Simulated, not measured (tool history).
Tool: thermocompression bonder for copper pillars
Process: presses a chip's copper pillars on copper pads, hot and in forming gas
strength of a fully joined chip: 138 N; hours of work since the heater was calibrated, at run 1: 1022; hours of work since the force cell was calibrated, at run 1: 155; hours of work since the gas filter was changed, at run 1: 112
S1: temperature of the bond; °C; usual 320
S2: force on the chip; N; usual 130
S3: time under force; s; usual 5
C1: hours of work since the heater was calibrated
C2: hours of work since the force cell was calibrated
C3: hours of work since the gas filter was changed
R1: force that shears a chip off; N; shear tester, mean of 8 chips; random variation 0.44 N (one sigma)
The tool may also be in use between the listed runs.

| run | hour | S1 | S2 | S3 | C1 | C2 | C3 | R1 |
|---|---|---|---|---|---|---|---|---|
| 1 | 0.0 | 320 | 130 | 5 | 1022 | 155 | 112 | 101.6 |
| 2 | 7.2 | 320 | 130 | 5 | 1026 | 159 | 116 | 101.4 |
| 3 | 13.3 | 320 | 130 | 5 | 1029 | 163 | 120 | 101.1 |
| 4 | 22.7 | 320 | 130 | 5 | 1034 | 168 | 125 | 99.6 |
| 5 | 30.0 | 320 | 130 | 5 | 1038 | 172 | 129 | 100.8 |
| 6 | 39.1 | 320 | 157 | 5 | 1043 | 177 | 134 | 107.4 |
| 7 | 43.1 | 320 | 157 | 5 | 1045 | 179 | 136 | 107.1 |
| 8 | 51.3 | 320 | 157 | 10 | 1049 | 183 | 140 | 118.8 |
| 9 | 59.1 | 294 | 157 | 10 | 1054 | 187 | 144 | 106.8 |
| 10 | 65.4 | 294 | 157 | 10 | 1057 | 191 | 148 | 106.7 |
| 11 | 72.4 | 294 | 157 | 10 | 1061 | 195 | 152 | 106.4 |
| 12 | 78.9 | 320 | 130 | 5 | 1064 | 198 | 155 | 100.3 |
|  | 81.3 | force cell calibrated |
| 13 | 88.6 | 326 | 130 | 5 | 1069 | 4 | 160 | 102.6 |
|  | 97.5 | forming gas filter changed |
| 14 | 97.5 | 320 | 130 | 5 | 1073 | 8 | 0 | 104.1 |
| 15 | 101.9 | 320 | 130 | 5 | 1076 | 11 | 2 | 105.5 |
| 16 | 108.6 | 320 | 130 | 5 | 1079 | 14 | 6 | 104.7 |
|  | 113.9 | heater calibrated with a thermocouple chip |
| 17 | 117.9 | 320 | 130 | 5 | 2 | 18 | 10 | 96.5 |
|  | 125.0 | force cell calibrated, once more |
| 18 | 126.9 | 321 | 82 | 5 | 6 | 1 | 14 | 78.2 |
| 19 | 135.2 | 320 | 127 | 5 | 11 | 5 | 18 | 95.9 |
| 20 | 140.9 | 321 | 130 | 7 | 14 | 9 | 22 | 105.0 |
| 21 | 150.0 | 310 | 130 | 7 | 19 | 13 | 26 | 98.8 |
| 22 | 154.4 | 303 | 130 | 6 | 21 | 16 | 29 | 89.8 |
| 23 | 159.7 | 346 | 173 | 3 | 24 | 19 | 32 | 111.2 |
| 24 | 166.7 | 320 | 84 | 3 | 28 | 23 | 36 | 66.1 |
| 25 | 175.5 | 320 | 84 | 3 | 32 | 27 | 40 | 65.6 |
| 26 | 180.8 | 320 | 84 | 3 | 35 | 30 | 43 | 65.4 |
| 27 | 186.4 | 320 | 97 | 11 | 38 | 33 | 46 | 102.8 |
| 28 | 191.9 | 320 | 97 | 3 | 41 | 36 | 49 | 71.5 |
| 29 | 200.5 | 320 | 97 | 3 | 46 | 41 | 54 | 71.5 |
| 30 | 205.0 | 320 | 108 | 8 | 48 | 43 | 56 | 99.4 |
| 31 | 211.9 | 348 | 114 | 9 | 52 | 47 | 60 | 119.9 |
| 32 | 218.2 | 315 | 140 | 10 | 56 | 50 | 63 | 110.7 |
| 33 | 224.3 | 341 | 140 | 6 | 59 | 54 | 67 | 114.3 |

4 ways to go on from here, each from the tool as it stands after run 33. What would each give?
| A | 230.6 | 334 | 136 | 6 | 62 | 57 | 70 | ? |
| B | 230.6 | 341 | 83 | 8 | 62 | 57 | 70 | ? |
| C | 230.6 | 348 | 130 | 5 | 62 | 57 | 70 | ? |
| D | 230.6 | 320 | 124 | 5 | 62 | 57 | 70 | ? |

| run | R1 |
|---|---|
| A | 111.0 |
| B | 101.2 |
| C | 112.0 |
| D | 94.4 |
Without the tool's hidden state the same runs would have given:
| run | R1 |
|---|---|
| A | 113.2 |
| B | 103.2 |
| C | 114.3 |
| D | 96.3 |

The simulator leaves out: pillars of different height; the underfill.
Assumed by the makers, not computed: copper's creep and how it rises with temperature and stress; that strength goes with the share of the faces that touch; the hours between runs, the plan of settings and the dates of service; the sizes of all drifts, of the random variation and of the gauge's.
